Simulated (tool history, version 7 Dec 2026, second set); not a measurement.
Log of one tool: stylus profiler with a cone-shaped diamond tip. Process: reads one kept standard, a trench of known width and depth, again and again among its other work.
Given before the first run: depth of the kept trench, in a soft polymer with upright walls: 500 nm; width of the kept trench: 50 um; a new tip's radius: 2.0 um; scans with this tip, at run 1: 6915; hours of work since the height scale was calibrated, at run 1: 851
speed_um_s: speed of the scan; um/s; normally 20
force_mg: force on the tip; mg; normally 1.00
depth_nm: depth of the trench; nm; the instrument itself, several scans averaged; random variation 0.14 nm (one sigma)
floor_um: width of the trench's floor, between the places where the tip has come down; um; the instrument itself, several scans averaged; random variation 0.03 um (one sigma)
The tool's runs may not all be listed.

| run | hour | speed_um_s | force_mg | scans with this tip | hours of work since the height scale was calibrated | depth_nm | floor_um |
|---|---|---|---|---|---|---|---|
| 1 | 0.0 | 20 | 1.00 | 6915 | 851 | 504.49 | 47.03 |
| 2 | 20.8 | 20 | 1.00 | 7031 | 865 | 504.81 | 47.04 |
| 3 | 42.2 | 20 | 1.00 | 7151 | 880 | 505.02 | 47.03 |
| 4 | 85.4 | 20 | 1.00 | 7393 | 909 | 504.96 | 47.03 |
| 5 | 120.9 | 20 | 1.00 | 7593 | 934 | 505.15 | 47.03 |
| 6 | 148.6 | 20 | 1.00 | 7748 | 953 | 505.03 | 47.05 |
| 7 | 182.0 | 20 | 1.00 | 7935 | 976 | 505.23 | 47.03 |
| 8 | 212.6 | 20 | 1.00 | 8106 | 997 | 505.20 | 47.05 |
| 9 | 235.2 | 20 | 1.00 | 8233 | 1013 | 505.26 | 47.01 |
| 10 | 260.7 | 20 | 1.00 | 8376 | 1030 | 505.36 | 47.02 |
| 11 | 280.5 | 20 | 1.00 | 8487 | 1044 | 505.13 | 47.05 |
| 12 | 312.8 | 20 | 1.00 | 8668 | 1066 | 505.20 | 47.01 |
| 13 | 354.5 | 20 | 1.00 | 8902 | 1095 | 505.30 | 47.00 |
| 14 | 399.7 | 6 | 1.00 | 9155 | 1126 | 505.68 | 47.03 |
| 15 | 435.2 | 9 | 1.00 | 9355 | 1151 | 505.67 | 47.03 |
| 16 | 455.9 | 9 | 1.00 | 9471 | 1165 | 505.54 | 47.06 |
| 17 | 475.7 | 9 | 1.00 | 9582 | 1179 | 505.48 | 47.05 |
| 18 | 505.2 | 9 | 1.00 | 9747 | 1199 | 505.63 | 47.01 |
| 19 | 525.4 | 9 | 0.69 | 9860 | 1213 | 505.23 | 47.06 |
| 20 | 552.1 | 9 | 0.69 | 10010 | 1231 | 505.08 | 47.04 |
| 21 | 595.6 | 20 | 0.58 | 10254 | 1261 | 504.92 | 46.84 |
| 22 | 640.7 | 20 | 0.58 | 10506 | 1292 | 504.94 | 46.93 |
| 23 | 687.7 | 24 | 1.00 | 10770 | 1325 | 505.75 | 46.89 |
| 24 | 719.5 | 17 | 0.73 | 10948 | 1347 | 505.40 | 46.95 |
| 25 | 763.7 | 10 | 0.38 | 11196 | 1377 | 504.92 | 46.88 |
| 26 | 807.1 | 30 | 1.26 | 11439 | 1407 | 506.39 | 46.85 |
| 27 | 827.9 | 7 | 0.36 | 11556 | 1422 | 504.76 | 46.93 |
| 28 | 857.4 | 37 | 0.58 | 11722 | 1442 | 505.43 | 46.71 |
| 29 | 885.0 | 37 | 0.58 | 11876 | 1461 | 505.57 | 46.70 |
| 30 | 927.3 | 9 | 0.84 | 12114 | 1490 | 505.81 | 46.94 |
| 31 | 949.8 | 9 | 0.84 | 12240 | 1506 | 505.93 | 46.98 |
| 32 | 995.4 | 9 | 0.84 | 12495 | 1537 | 506.04 | 46.94 |
| 33 | 1023.0 | 9 | 0.84 | 12650 | 1556 | 506.27 | 46.95 |
| 34 | 1053.7 | 9 | 0.84 | 12822 | 1577 | 506.33 | 46.93 |
| 35 | 1097.2 | 9 | 0.84 | 13066 | 1607 | 506.06 | 46.92 |
| 36 | 1123.9 | 7 | 0.96 | 13216 | 1626 | 506.86 | 46.92 |
| 37 | 1162.7 | 22 | 2.91 | 13433 | 1652 | 509.72 | 46.90 |
| 38 | 1195.4 | 38 | 2.91 | 13617 | 1675 | 509.67 | 46.86 |
| 39 | 1238.1 | 21 | 2.92 | 13856 | 1704 | 509.67 | 46.89 |
| 40 | 1259.2 | 8 | 2.38 | 13974 | 1719 | 509.24 | 46.96 |
| 41 | 1281.2 | 45 | 1.19 | 14098 | 1734 | 507.26 | 46.69 |
| 42 | 1315.8 | 48 | 1.53 | 14292 | 1758 | 508.02 | 46.67 |
| 43 | 1335.3 | 6 | 0.65 | 14401 | 1771 | 506.37 | 46.87 |
| 44 | 1381.9 | 8 | 0.36 | 14662 | 1804 | 505.45 | 46.80 |
| 45 | 1422.4 | 5 | 1.19 | 14889 | 1831 | 507.67 | 46.88 |

Results for each run, recomputed without the tool's hidden state and with each run's random variation untouched:
Hidden state present: radius of the tip, um; height scale over the true one, %; drift of the gauge itself on depth_nm, %; drift of the gauge itself on floor_um, %.
| run | depth_nm | floor_um |
|---|---|---|
| 1 | 502.46 | 47.22 |
| 2 | 502.74 | 47.23 |
| 3 | 502.91 | 47.22 |
| 4 | 502.78 | 47.23 |
| 5 | 502.92 | 47.24 |
| 6 | 502.75 | 47.26 |
| 7 | 502.90 | 47.25 |
| 8 | 502.81 | 47.28 |
| 9 | 502.84 | 47.23 |
| 10 | 502.90 | 47.25 |
| 11 | 502.63 | 47.28 |
| 12 | 502.66 | 47.25 |
| 13 | 502.69 | 47.24 |
| 14 | 502.99 | 47.28 |
| 15 | 502.92 | 47.29 |
| 16 | 502.76 | 47.33 |
| 17 | 502.67 | 47.31 |
| 18 | 502.76 | 47.28 |
| 19 | 502.34 | 47.34 |
| 20 | 502.14 | 47.32 |
| 21 | 501.91 | 47.13 |
| 22 | 501.87 | 47.22 |
| 23 | 502.60 | 47.19 |
| 24 | 502.20 | 47.25 |
| 25 | 501.65 | 47.19 |
| 26 | 503.04 | 47.17 |
| 27 | 501.39 | 47.25 |
| 28 | 502.00 | 47.04 |
| 29 | 502.10 | 47.03 |
| 30 | 502.27 | 47.28 |
| 31 | 502.35 | 47.32 |
| 32 | 502.39 | 47.29 |
| 33 | 502.58 | 47.31 |
| 34 | 502.59 | 47.29 |
| 35 | 502.25 | 47.29 |
| 36 | 503.01 | 47.29 |
| 37 | 505.79 | 47.28 |
| 38 | 505.68 | 47.24 |
| 39 | 505.61 | 47.28 |
| 40 | 505.15 | 47.35 |
| 41 | 503.15 | 47.09 |
| 42 | 503.85 | 47.07 |
| 43 | 502.18 | 47.28 |
| 44 | 501.18 | 47.22 |
| 45 | 503.33 | 47.29 |
